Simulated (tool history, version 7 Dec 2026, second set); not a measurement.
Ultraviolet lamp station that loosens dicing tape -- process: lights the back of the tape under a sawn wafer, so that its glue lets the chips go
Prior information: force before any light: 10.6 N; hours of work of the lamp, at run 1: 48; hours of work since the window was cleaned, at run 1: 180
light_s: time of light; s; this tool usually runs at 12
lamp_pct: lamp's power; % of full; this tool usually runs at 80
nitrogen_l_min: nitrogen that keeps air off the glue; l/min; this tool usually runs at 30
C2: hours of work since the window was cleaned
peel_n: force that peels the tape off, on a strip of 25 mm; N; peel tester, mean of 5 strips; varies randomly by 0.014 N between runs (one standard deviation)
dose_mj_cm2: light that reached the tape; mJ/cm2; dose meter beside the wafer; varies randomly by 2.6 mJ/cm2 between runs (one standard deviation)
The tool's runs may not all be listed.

run 1 hour=0 | light_s=12 lamp_pct=80 nitrogen_l_min=30 | hours_of_work_of_the_lamp=48 C2=180 | peel_n=0.748 dose_mj_cm2=315
run 2 hour=34 | light_s=12 lamp_pct=80 nitrogen_l_min=30 | hours_of_work_of_the_lamp=72 C2=204 | peel_n=0.772 dose_mj_cm2=310
run 3 hour=60 | light_s=12 lamp_pct=94 nitrogen_l_min=30 | hours_of_work_of_the_lamp=91 C2=223 | peel_n=0.562 dose_mj_cm2=356
-- hour=67.9 window cleaned of glue's vapour
run 4 hour=95.2 | light_s=7 lamp_pct=80 nitrogen_l_min=30 | hours_of_work_of_the_lamp=116 C2=20 | peel_n=1.956 dose_mj_cm2=188
run 5 hour=126.8 | light_s=7 lamp_pct=80 nitrogen_l_min=30 | hours_of_work_of_the_lamp=139 C2=43 | peel_n=1.99 dose_mj_cm2=180
run 6 hour=171 | light_s=7 lamp_pct=80 nitrogen_l_min=30 | hours_of_work_of_the_lamp=172 C2=75 | peel_n=2.112 dose_mj_cm2=177
run 7 hour=197.9 | light_s=7 lamp_pct=80 nitrogen_l_min=30 | hours_of_work_of_the_lamp=191 C2=94 | peel_n=2.162 dose_mj_cm2=176
run 8 hour=231 | light_s=7 lamp_pct=80 nitrogen_l_min=30 | hours_of_work_of_the_lamp=215 C2=119 | peel_n=2.147 dose_mj_cm2=171
run 9 hour=256.5 | light_s=7 lamp_pct=80 nitrogen_l_min=30 | hours_of_work_of_the_lamp=234 C2=137 | peel_n=2.163 dose_mj_cm2=168
run 10 hour=292.2 | light_s=12 lamp_pct=68 nitrogen_l_min=30 | hours_of_work_of_the_lamp=260 C2=163 | peel_n=1.199 dose_mj_cm2=245
run 11 hour=326.7 | light_s=12 lamp_pct=68 nitrogen_l_min=30 | hours_of_work_of_the_lamp=285 C2=188 | peel_n=1.225 dose_mj_cm2=238
run 12 hour=365.3 | light_s=12 lamp_pct=80 nitrogen_l_min=30 | hours_of_work_of_the_lamp=313 C2=216 | peel_n=0.962 dose_mj_cm2=275
-- hour=385.7 window cleaned of glue's vapour
run 13 hour=413.4 | light_s=12 lamp_pct=80 nitrogen_l_min=30 | hours_of_work_of_the_lamp=347 C2=20 | peel_n=0.867 dose_mj_cm2=288
run 14 hour=449.6 | light_s=12 lamp_pct=80 nitrogen_l_min=30 | hours_of_work_of_the_lamp=374 C2=46 | peel_n=0.924 dose_mj_cm2=283
run 15 hour=472.9 | light_s=12 lamp_pct=80 nitrogen_l_min=30 | hours_of_work_of_the_lamp=391 C2=63 | peel_n=0.905 dose_mj_cm2=281
run 16 hour=494.8 | light_s=20 lamp_pct=80 nitrogen_l_min=30 | hours_of_work_of_the_lamp=407 C2=79 | peel_n=0.359 dose_mj_cm2=463
run 17 hour=542.8 | light_s=20 lamp_pct=80 nitrogen_l_min=30 | hours_of_work_of_the_lamp=441 C2=114 | peel_n=0.387 dose_mj_cm2=456
run 18 hour=589 | light_s=20 lamp_pct=80 nitrogen_l_min=10 | hours_of_work_of_the_lamp=475 C2=148 | peel_n=0.985 dose_mj_cm2=448
run 19 hour=624.2 | light_s=18 lamp_pct=80 nitrogen_l_min=10 | hours_of_work_of_the_lamp=501 C2=173 | peel_n=1.218 dose_mj_cm2=390
run 20 hour=658.3 | light_s=18 lamp_pct=80 nitrogen_l_min=36 | hours_of_work_of_the_lamp=525 C2=198 | peel_n=0.444 dose_mj_cm2=383
run 21 hour=695.8 | light_s=14 lamp_pct=80 nitrogen_l_min=30 | hours_of_work_of_the_lamp=553 C2=225 | peel_n=0.837 dose_mj_cm2=293
-- hour=700.2 window cleaned of glue's vapour
run 22 hour=733 | light_s=14 lamp_pct=80 nitrogen_l_min=30 | hours_of_work_of_the_lamp=579 C2=24 | peel_n=0.785 dose_mj_cm2=299
run 23 hour=775.3 | light_s=14 lamp_pct=80 nitrogen_l_min=30 | hours_of_work_of_the_lamp=610 C2=55 | peel_n=0.832 dose_mj_cm2=294
run 24 hour=814.9 | light_s=23 lamp_pct=81 nitrogen_l_min=27 | hours_of_work_of_the_lamp=639 C2=83 | peel_n=0.358 dose_mj_cm2=484
run 25 hour=835.6 | light_s=12 lamp_pct=66 nitrogen_l_min=30 | hours_of_work_of_the_lamp=654 C2=98 | peel_n=1.62 dose_mj_cm2=202
run 26 hour=866.6 | light_s=12 lamp_pct=66 nitrogen_l_min=30 | hours_of_work_of_the_lamp=676 C2=121 | peel_n=1.748 dose_mj_cm2=201
run 27 hour=903.3 | light_s=12 lamp_pct=66 nitrogen_l_min=30 | hours_of_work_of_the_lamp=703 C2=148 | peel_n=1.86 dose_mj_cm2=195
run 28 hour=947.6 | light_s=15 lamp_pct=66 nitrogen_l_min=52 | hours_of_work_of_the_lamp=735 C2=180 | peel_n=0.846 dose_mj_cm2=239
run 29 hour=968.2 | light_s=15 lamp_pct=66 nitrogen_l_min=52 | hours_of_work_of_the_lamp=750 C2=195 | peel_n=0.815 dose_mj_cm2=235
run 30 hour=987.9 | light_s=20 lamp_pct=89 nitrogen_l_min=11 | hours_of_work_of_the_lamp=765 C2=209 | peel_n=1.026 dose_mj_cm2=418
-- hour=1016.2 window cleaned of glue's vapour
run 31 hour=1036.5 | light_s=20 lamp_pct=89 nitrogen_l_min=11 | hours_of_work_of_the_lamp=800 C2=15 | peel_n=0.919 dose_mj_cm2=434
run 32 hour=1060.2 | light_s=7 lamp_pct=90 nitrogen_l_min=15 | hours_of_work_of_the_lamp=817 C2=32 | peel_n=3.691 dose_mj_cm2=149
run 33 hour=1090.5 | light_s=7 lamp_pct=90 nitrogen_l_min=15 | hours_of_work_of_the_lamp=839 C2=54 | peel_n=3.741 dose_mj_cm2=149
run 34 hour=1113.4 | light_s=19 lamp_pct=64 nitrogen_l_min=39 | hours_of_work_of_the_lamp=856 C2=71 | peel_n=0.708 dose_mj_cm2=287
run 35 hour=1136.2 | light_s=12 lamp_pct=86 nitrogen_l_min=14 | hours_of_work_of_the_lamp=872 C2=87 | peel_n=2.282 dose_mj_cm2=238
run 36 hour=1161.3 | light_s=8 lamp_pct=99 nitrogen_l_min=14 | hours_of_work_of_the_lamp=890 C2=106 | peel_n=3.16 dose_mj_cm2=179
run 37 hour=1202.7 | light_s=8 lamp_pct=99 nitrogen_l_min=14 | hours_of_work_of_the_lamp=921 C2=136 | peel_n=3.296 dose_mj_cm2=175
run 38 hour=1231.1 | light_s=8 lamp_pct=99 nitrogen_l_min=14 | hours_of_work_of_the_lamp=941 C2=156 | peel_n=3.352 dose_mj_cm2=176
run 39 hour=1264 | light_s=13 lamp_pct=80 nitrogen_l_min=55 | hours_of_work_of_the_lamp=965 C2=180 | peel_n=0.945 dose_mj_cm2=225
run 40 hour=1290.4 | light_s=13 lamp_pct=80 nitrogen_l_min=55 | hours_of_work_of_the_lamp=984 C2=199 | peel_n=0.943 dose_mj_cm2=217
-- hour=1332.4 window cleaned of glue's vapour
run 41 hour=1338 | light_s=11 lamp_pct=71 nitrogen_l_min=12 | hours_of_work_of_the_lamp=1019 C2=4 | peel_n=3.752 dose_mj_cm2=169

3 ways to go on from here, each from the tool as it stands after run 41. What would each give?
run A hour=1368.2 | light_s=12 lamp_pct=81 nitrogen_l_min=29 | hours_of_work_of_the_lamp=1040 C2=26 | peel_n=? dose_mj_cm2=?
run B hour=1368.2 | light_s=7 lamp_pct=63 nitrogen_l_min=9 | hours_of_work_of_the_lamp=1040 C2=26 | peel_n=? dose_mj_cm2=?
run C hour=1368.2 | light_s=10 lamp_pct=81 nitrogen_l_min=30 | hours_of_work_of_the_lamp=1040 C2=26 | peel_n=? dose_mj_cm2=?

run=A peel_n=1.683 dose_mj_cm2=207
run=B peel_n=6.495 dose_mj_cm2=97
run=C peel_n=2.124 dose_mj_cm2=172
Without the tool's unlogged condition, the same runs would have read:
run=A peel_n=0.673 dose_mj_cm2=334
run=B peel_n=4.733 dose_mj_cm2=154
run=C peel_n=0.908 dose_mj_cm2=277
